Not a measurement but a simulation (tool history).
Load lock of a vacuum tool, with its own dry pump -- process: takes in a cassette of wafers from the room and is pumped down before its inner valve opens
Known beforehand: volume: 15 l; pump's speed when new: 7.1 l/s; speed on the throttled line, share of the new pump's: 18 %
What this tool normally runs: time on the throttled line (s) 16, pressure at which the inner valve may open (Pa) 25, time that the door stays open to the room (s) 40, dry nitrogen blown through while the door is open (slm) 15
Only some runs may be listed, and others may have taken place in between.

run	hour	time on the throttled line (s)	pressure at which the inner valve may open (Pa)	time that the door stays open to the room (s)	dry nitrogen blown through while the door is open (slm)	incoming humidity of the room's air, %	time from the closed door until the inner valve may open (s)	rise of the pressure with all valves shut (Pa/min)
1	0.0	16	25	40	15	45.2	31.7	0.073
2	100.5	16	25	40	15	43.8	31.4	0.073
3	163.7	16	25	40	15	47.4	31.6	0.076
4	257.1	16	25	40	15	43.2	31.6	0.072
5	327.2	16	25	40	7	45.8	31.4	0.084
6	416.2	16	25	40	7	46.1	31.7	0.099
7	479.0	16	25	40	7	44.7	31.7	0.087
8	566.5	16	25	40	7	45.9	31.6	0.087
9	656.4	16	25	40	15	45.1	31.5	0.078
10	731.7	16	25	40	15	40.5	31.4	0.070
11	804.1	16	25	40	15	47.8	31.6	0.080
12	904.1	16	25	40	15	44.4	31.3	0.077
13	948.9	16	25	40	15	46.6	31.8	0.081
14	1031.0	22	24	40	15	44.3	36.5	0.075
15	1128.4	22	24	40	15	47.9	36.6	0.085
16	1195.5	22	24	40	15	43.1	36.7	0.084
17	1283.7	10	23	77	13	47.9	27.1	0.122
18	1329.1	25	23	77	13	48.3	39.1	0.126
19	1390.3	31	25	40	11	44.5	43.7	0.086
20	1434.8	16	39	40	15	44.9	30.7	0.084
21	1489.3	11	39	27	6	43.8	26.6	0.080
22	1557.9	10	25	229	15	47.0	26.7	0.228
23	1658.9	16	18	40	15	47.8	32.4	0.087

Below are 5 alternative next runs, each starting from the tool's condition after run 23. Predict each:
A	1730.8	16	28	40	7	45.1	?	?
B	1730.8	16	18	40	15	47.7	?	?
C	1730.8	19	20	40	5	43.4	?	?
D	1730.8	16	25	28	5	43.1	?	?
E	1730.8	16	25	40	13	47.5	?	?

run	time from the closed door until the inner valve may open (s)	rise of the pressure with all valves shut (Pa/min)
A	31.5	0.092
B	32.4	0.083
C	34.7	0.095
D	31.8	0.082
E	31.7	0.086
Without the tool's unlogged condition, the same runs would have read:
run	time from the closed door until the inner valve may open (s)	rise of the pressure with all valves shut (Pa/min)
A	30.6	0.067
B	31.4	0.058
C	33.7	0.070
D	30.8	0.057
E	30.7	0.061

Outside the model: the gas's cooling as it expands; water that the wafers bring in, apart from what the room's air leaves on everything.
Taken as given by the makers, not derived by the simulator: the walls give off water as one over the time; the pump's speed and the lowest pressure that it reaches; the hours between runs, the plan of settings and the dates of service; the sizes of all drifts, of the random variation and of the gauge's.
